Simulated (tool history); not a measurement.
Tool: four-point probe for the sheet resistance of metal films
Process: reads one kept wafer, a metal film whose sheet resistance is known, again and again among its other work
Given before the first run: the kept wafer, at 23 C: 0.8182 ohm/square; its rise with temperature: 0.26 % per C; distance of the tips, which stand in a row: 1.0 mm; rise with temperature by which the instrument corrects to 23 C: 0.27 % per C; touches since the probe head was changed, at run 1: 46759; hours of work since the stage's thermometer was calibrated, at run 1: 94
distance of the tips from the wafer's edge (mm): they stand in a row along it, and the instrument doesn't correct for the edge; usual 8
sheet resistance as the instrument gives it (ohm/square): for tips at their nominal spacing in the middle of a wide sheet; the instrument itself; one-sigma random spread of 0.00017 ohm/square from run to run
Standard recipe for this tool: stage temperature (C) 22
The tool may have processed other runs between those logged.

run,hour,stage temperature (C),distance of the tips from the wafer's edge (mm),touches since the probe head was changed,hours of work since the stage's thermometer was calibrated,sheet resistance as the instrument gives it (ohm/square)
1,0.0,22,8,46759,94,0.821300
2,11.3,22,8,47352,101,0.821179
3,24.6,22,8,48055,109,0.821308
4,32.6,22,8,48475,114,0.820932
5,45.9,19,8,49173,122,0.821319
6,61.4,19,8,49986,132,0.821188
7,72.9,19,8,50592,139,0.821215
8,82.2,22,8,51080,145,0.820937
9,97.7,22,8,51895,155,0.820692
10,113.9,22,8,52744,165,0.820660
11,133.5,22,8,53776,177,0.820930
12,143.3,22,8,54290,183,0.820876
13,153.3,22,8,54815,190,0.820779
14,172.3,26,5,55812,201,0.830730
15,180.3,29,8,56237,206,0.820132
16,199.4,26,14,57240,218,0.815874
17,215.6,18,29,58090,229,0.814535
# hour 217.1: stage's thermometer calibrated
18,226.5,26,5,58637,6,0.830629
19,241.7,26,5,59434,15,0.830548
20,253.6,26,5,60063,23,0.830302
21,272.4,25,8,61049,35,0.820263
# hour 274.5: stage's thermometer calibrated, once more
22,292.3,19,10,62066,11,0.818541
23,311.7,23,12,63088,23,0.817009
24,330.6,20,22,64082,35,0.815001

For some of the steps in sheet resistance as the instrument gives it (ohm/square) from one run to the next: how much would appear even if the tool had no hidden state, given the settings, what came in and random variation, and how much remains for the hidden state plus any gauge scatter that the measured result and the result without hidden state don't share?
The tool's hidden condition here consists of: inner tips' distance over the nominal, %; tips' flats over new ones', %; wafer's true temperature over the reading, C; drift of the gauge itself on sheet_ohm, %.
Run 14 -> 15: stage temperature (C) 26 -> 29, distance of the tips from the wafer's edge (mm) 5 -> 8. sheet resistance as the instrument gives it (ohm/square) -0.010598: hidden state +0.000036, all else -0.010634.
Run 17 -> 18: stage temperature (C) 18 -> 26, distance of the tips from the wafer's edge (mm) 29 -> 5, stage's thermometer calibrated. sheet resistance as the instrument gives it (ohm/square) +0.016094: hidden state -0.000214, all else +0.016308.
Run 21 -> 22: stage temperature (C) 25 -> 19, distance of the tips from the wafer's edge (mm) 8 -> 10, stage's thermometer calibrated, once more. sheet resistance as the instrument gives it (ohm/square) -0.001722: hidden state +0.000550, all else -0.002272.
